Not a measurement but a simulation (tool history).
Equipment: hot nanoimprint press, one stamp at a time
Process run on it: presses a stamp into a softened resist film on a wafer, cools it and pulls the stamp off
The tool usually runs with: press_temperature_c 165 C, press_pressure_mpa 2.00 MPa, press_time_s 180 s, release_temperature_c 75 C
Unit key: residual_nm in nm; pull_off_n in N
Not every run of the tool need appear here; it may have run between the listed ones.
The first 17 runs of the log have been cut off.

{"run": 18, "day": 8.975, "press_temperature_c": 165, "press_pressure_mpa": 1.88, "press_time_s": 180, "release_temperature_c": 79, "residual_nm": 100.8, "pull_off_n": 112}
{"day": 9.746, "done": "plate thermocouple calibrated"}
{"run": 19, "day": 9.746, "press_temperature_c": 165, "press_pressure_mpa": 1.88, "press_time_s": 180, "release_temperature_c": 79, "residual_nm": 94.8, "pull_off_n": 109}
{"run": 20, "day": 10.104, "press_temperature_c": 169, "press_pressure_mpa": 2.74, "press_time_s": 180, "release_temperature_c": 79, "residual_nm": 61.7, "pull_off_n": 110}
{"run": 21, "day": 10.808, "press_temperature_c": 165, "press_pressure_mpa": 2.38, "press_time_s": 112, "release_temperature_c": 75, "residual_nm": 96.8, "pull_off_n": 118}
{"run": 22, "day": 11.338, "press_temperature_c": 166, "press_pressure_mpa": 2.38, "press_time_s": 202, "release_temperature_c": 62, "residual_nm": 75.8, "pull_off_n": 156}
{"run": 23, "day": 12.033, "press_temperature_c": 165, "press_pressure_mpa": 2.0, "press_time_s": 94, "release_temperature_c": 73, "residual_nm": 112.9, "pull_off_n": 123}
{"run": 24, "day": 12.65, "press_temperature_c": 156, "press_pressure_mpa": 2.0, "press_time_s": 180, "release_temperature_c": 75, "residual_nm": 141.1, "pull_off_n": 127}
{"day": 13.367, "done": "stamp cleaned and given a new release coat"}
{"run": 25, "day": 13.417, "press_temperature_c": 156, "press_pressure_mpa": 2.0, "press_time_s": 180, "release_temperature_c": 75, "residual_nm": 140.9, "pull_off_n": 93}
{"run": 26, "day": 13.958, "press_temperature_c": 156, "press_pressure_mpa": 2.0, "press_time_s": 180, "release_temperature_c": 75, "residual_nm": 142.6, "pull_off_n": 97}
{"run": 27, "day": 14.412, "press_temperature_c": 156, "press_pressure_mpa": 2.0, "press_time_s": 180, "release_temperature_c": 75, "residual_nm": 142.0, "pull_off_n": 97}
{"run": 28, "day": 15.075, "press_temperature_c": 165, "press_pressure_mpa": 2.0, "press_time_s": 248, "release_temperature_c": 75, "residual_nm": 83.7, "pull_off_n": 99}
{"run": 29, "day": 15.712, "press_temperature_c": 165, "press_pressure_mpa": 2.0, "press_time_s": 248, "release_temperature_c": 75, "residual_nm": 83.2, "pull_off_n": 98}
{"run": 30, "day": 16.208, "press_temperature_c": 165, "press_pressure_mpa": 2.0, "press_time_s": 180, "release_temperature_c": 80, "residual_nm": 94.0, "pull_off_n": 89}

Here are 4 independent what-if runs from the current tool condition. What would each one return?
{"run": "A", "day": 16.862, "press_temperature_c": 173, "press_pressure_mpa": 2.0, "press_time_s": 180, "release_temperature_c": 80, "residual_nm": "?", "pull_off_n": "?"}
{"run": "B", "day": 16.862, "press_temperature_c": 153, "press_pressure_mpa": 2.0, "press_time_s": 180, "release_temperature_c": 80, "residual_nm": "?", "pull_off_n": "?"}
{"run": "C", "day": 16.862, "press_temperature_c": 165, "press_pressure_mpa": 2.07, "press_time_s": 243, "release_temperature_c": 70, "residual_nm": "?", "pull_off_n": "?"}
{"run": "D", "day": 16.862, "press_temperature_c": 165, "press_pressure_mpa": 2.01, "press_time_s": 180, "release_temperature_c": 80, "residual_nm": "?", "pull_off_n": "?"}

run=A residual_nm=62.4 pull_off_n=96
run=B residual_nm=159.2 pull_off_n=94
run=C residual_nm=84.1 pull_off_n=110
run=D residual_nm=92.7 pull_off_n=94
With no hidden state in the tool, these same runs would have given:
run=A residual_nm=60.3 pull_off_n=87
run=B residual_nm=155.9 pull_off_n=85
run=C residual_nm=81.2 pull_off_n=100
run=D residual_nm=89.6 pull_off_n=85

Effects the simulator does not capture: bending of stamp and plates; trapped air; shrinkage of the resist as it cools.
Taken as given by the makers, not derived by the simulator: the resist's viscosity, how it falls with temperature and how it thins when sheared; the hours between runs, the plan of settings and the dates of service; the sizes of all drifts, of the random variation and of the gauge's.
